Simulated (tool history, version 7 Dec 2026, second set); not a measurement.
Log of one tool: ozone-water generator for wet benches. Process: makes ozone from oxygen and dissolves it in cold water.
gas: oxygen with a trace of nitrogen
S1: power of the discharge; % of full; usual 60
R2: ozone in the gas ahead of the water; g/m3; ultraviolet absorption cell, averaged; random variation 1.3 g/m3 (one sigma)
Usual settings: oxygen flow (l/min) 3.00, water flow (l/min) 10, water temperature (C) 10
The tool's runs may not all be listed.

{"run": 1, "hour": 0.0, "S1": 60, "oxygen flow (l/min)": 3.0, "water flow (l/min)": 10, "water temperature (C)": 10, "dissolved ozone (ppm)": 25.2, "R2": 228.0}
{"run": 2, "hour": 51.8, "S1": 60, "oxygen flow (l/min)": 3.0, "water flow (l/min)": 6, "water temperature (C)": 10, "dissolved ozone (ppm)": 38.0, "R2": 228.9}
{"run": 3, "hour": 105.7, "S1": 60, "oxygen flow (l/min)": 3.0, "water flow (l/min)": 6, "water temperature (C)": 10, "dissolved ozone (ppm)": 37.9, "R2": 229.4}
{"run": 4, "hour": 196.9, "S1": 60, "oxygen flow (l/min)": 3.0, "water flow (l/min)": 6, "water temperature (C)": 10, "dissolved ozone (ppm)": 37.8, "R2": 228.2}
{"run": 5, "hour": 268.8, "S1": 60, "oxygen flow (l/min)": 3.0, "water flow (l/min)": 6, "water temperature (C)": 10, "dissolved ozone (ppm)": 37.8, "R2": 227.4}
{"run": 6, "hour": 349.6, "S1": 60, "oxygen flow (l/min)": 3.0, "water flow (l/min)": 6, "water temperature (C)": 10, "dissolved ozone (ppm)": 37.7, "R2": 227.0}
{"run": 7, "hour": 411.0, "S1": 60, "oxygen flow (l/min)": 3.0, "water flow (l/min)": 10, "water temperature (C)": 10, "dissolved ozone (ppm)": 25.1, "R2": 226.9}
{"run": 8, "hour": 462.2, "S1": 60, "oxygen flow (l/min)": 3.0, "water flow (l/min)": 10, "water temperature (C)": 6, "dissolved ozone (ppm)": 26.3, "R2": 227.7}
{"run": 9, "hour": 525.1, "S1": 60, "oxygen flow (l/min)": 3.0, "water flow (l/min)": 9, "water temperature (C)": 10, "dissolved ozone (ppm)": 27.5, "R2": 227.0}
{"run": 10, "hour": 578.6, "S1": 60, "oxygen flow (l/min)": 3.0, "water flow (l/min)": 9, "water temperature (C)": 10, "dissolved ozone (ppm)": 27.3, "R2": 227.9}
{"run": 11, "hour": 666.5, "S1": 60, "oxygen flow (l/min)": 3.0, "water flow (l/min)": 10, "water temperature (C)": 10, "dissolved ozone (ppm)": 24.8, "R2": 224.7}
{"run": 12, "hour": 768.7, "S1": 77, "oxygen flow (l/min)": 3.0, "water flow (l/min)": 10, "water temperature (C)": 10, "dissolved ozone (ppm)": 30.4, "R2": 280.3}
{"run": 13, "hour": 843.4, "S1": 77, "oxygen flow (l/min)": 3.0, "water flow (l/min)": 10, "water temperature (C)": 10, "dissolved ozone (ppm)": 30.8, "R2": 280.8}
{"run": 14, "hour": 908.6, "S1": 71, "oxygen flow (l/min)": 3.0, "water flow (l/min)": 10, "water temperature (C)": 10, "dissolved ozone (ppm)": 28.4, "R2": 259.4}
{"run": 15, "hour": 992.6, "S1": 71, "oxygen flow (l/min)": 3.0, "water flow (l/min)": 10, "water temperature (C)": 10, "dissolved ozone (ppm)": 28.1, "R2": 258.5}
{"hour": 1001.0, "done": "water thermometer calibrated"}
{"hour": 1086.8, "done": "contactor cleaned"}
{"run": 16, "hour": 1099.6, "S1": 60, "oxygen flow (l/min)": 4.04, "water flow (l/min)": 10, "water temperature (C)": 10, "dissolved ozone (ppm)": 25.1, "R2": 186.8}
{"run": 17, "hour": 1142.5, "S1": 42, "oxygen flow (l/min)": 4.04, "water flow (l/min)": 9, "water temperature (C)": 9, "dissolved ozone (ppm)": 20.6, "R2": 136.3}
{"hour": 1181.3, "done": "water thermometer calibrated, once more"}
{"run": 18, "hour": 1242.3, "S1": 50, "oxygen flow (l/min)": 3.0, "water flow (l/min)": 16, "water temperature (C)": 10, "dissolved ozone (ppm)": 14.4, "R2": 192.0}
{"run": 19, "hour": 1324.9, "S1": 50, "oxygen flow (l/min)": 4.1, "water flow (l/min)": 16, "water temperature (C)": 14, "dissolved ozone (ppm)": 13.5, "R2": 156.5}
{"run": 20, "hour": 1415.1, "S1": 50, "oxygen flow (l/min)": 4.1, "water flow (l/min)": 16, "water temperature (C)": 14, "dissolved ozone (ppm)": 13.5, "R2": 155.9}
{"run": 21, "hour": 1495.5, "S1": 81, "oxygen flow (l/min)": 3.0, "water flow (l/min)": 7, "water temperature (C)": 8, "dissolved ozone (ppm)": 46.4, "R2": 285.9}
{"run": 22, "hour": 1586.7, "S1": 58, "oxygen flow (l/min)": 1.95, "water flow (l/min)": 10, "water temperature (C)": 11, "dissolved ozone (ppm)": 24.8, "R2": 286.4}
{"run": 23, "hour": 1646.1, "S1": 58, "oxygen flow (l/min)": 4.03, "water flow (l/min)": 10, "water temperature (C)": 11, "dissolved ozone (ppm)": 24.0, "R2": 179.8}
{"run": 24, "hour": 1689.9, "S1": 58, "oxygen flow (l/min)": 4.03, "water flow (l/min)": 11, "water temperature (C)": 14, "dissolved ozone (ppm)": 21.1, "R2": 180.6}
{"run": 25, "hour": 1762.2, "S1": 58, "oxygen flow (l/min)": 4.03, "water flow (l/min)": 11, "water temperature (C)": 14, "dissolved ozone (ppm)": 21.2, "R2": 179.2}
{"run": 26, "hour": 1831.1, "S1": 58, "oxygen flow (l/min)": 4.03, "water flow (l/min)": 11, "water temperature (C)": 14, "dissolved ozone (ppm)": 21.0, "R2": 178.2}
{"run": 27, "hour": 1895.4, "S1": 77, "oxygen flow (l/min)": 2.63, "water flow (l/min)": 10, "water temperature (C)": 10, "dissolved ozone (ppm)": 31.8, "R2": 298.8}
{"run": 28, "hour": 1964.3, "S1": 41, "oxygen flow (l/min)": 4.75, "water flow (l/min)": 16, "water temperature (C)": 10, "dissolved ozone (ppm)": 11.8, "R2": 119.8}
{"run": 29, "hour": 2016.7, "S1": 41, "oxygen flow (l/min)": 4.75, "water flow (l/min)": 16, "water temperature (C)": 10, "dissolved ozone (ppm)": 12.0, "R2": 121.1}
{"run": 30, "hour": 2062.8, "S1": 60, "oxygen flow (l/min)": 3.0, "water flow (l/min)": 10, "water temperature (C)": 10, "dissolved ozone (ppm)": 25.4, "R2": 222.5}
{"run": 31, "hour": 2156.7, "S1": 60, "oxygen flow (l/min)": 2.95, "water flow (l/min)": 16, "water temperature (C)": 15, "dissolved ozone (ppm)": 15.6, "R2": 224.0}
{"run": 32, "hour": 2219.2, "S1": 60, "oxygen flow (l/min)": 4.29, "water flow (l/min)": 9, "water temperature (C)": 15, "dissolved ozone (ppm)": 24.5, "R2": 176.5}

Some steps in dissolved ozone (ppm) between neighbouring runs. How much of each would the tool show without its hidden state too (settings, what came in, random variation), and how much is left for the hidden state, with any gauge scatter that isn't in both results?
The hidden state here: yield of the discharge, % of new electrodes'; contactor's efficiency, % of a clean one's; true water temperature over the reading, C; drift of the gauge itself on ozone_ppm, %; drift of the gauge itself on gas_g_m3, %.
Run 20 -> 21: S1 50 -> 81, oxygen flow (l/min) 4.10 -> 3.00, water flow (l/min) 16 -> 7, water temperature (C) 14 -> 8. dissolved ozone (ppm) +32.9: hidden state -3.7, all else +36.6.
Run 21 -> 22: S1 81 -> 58, oxygen flow (l/min) 3.00 -> 1.95, water flow (l/min) 7 -> 10, water temperature (C) 8 -> 11. dissolved ozone (ppm) -21.6: hidden state +2.7, all else -24.3.
Run 27 -> 28: S1 77 -> 41, oxygen flow (l/min) 2.63 -> 4.75, water flow (l/min) 10 -> 16. dissolved ozone (ppm) -20.0: hidden state +2.9, all else -22.9.
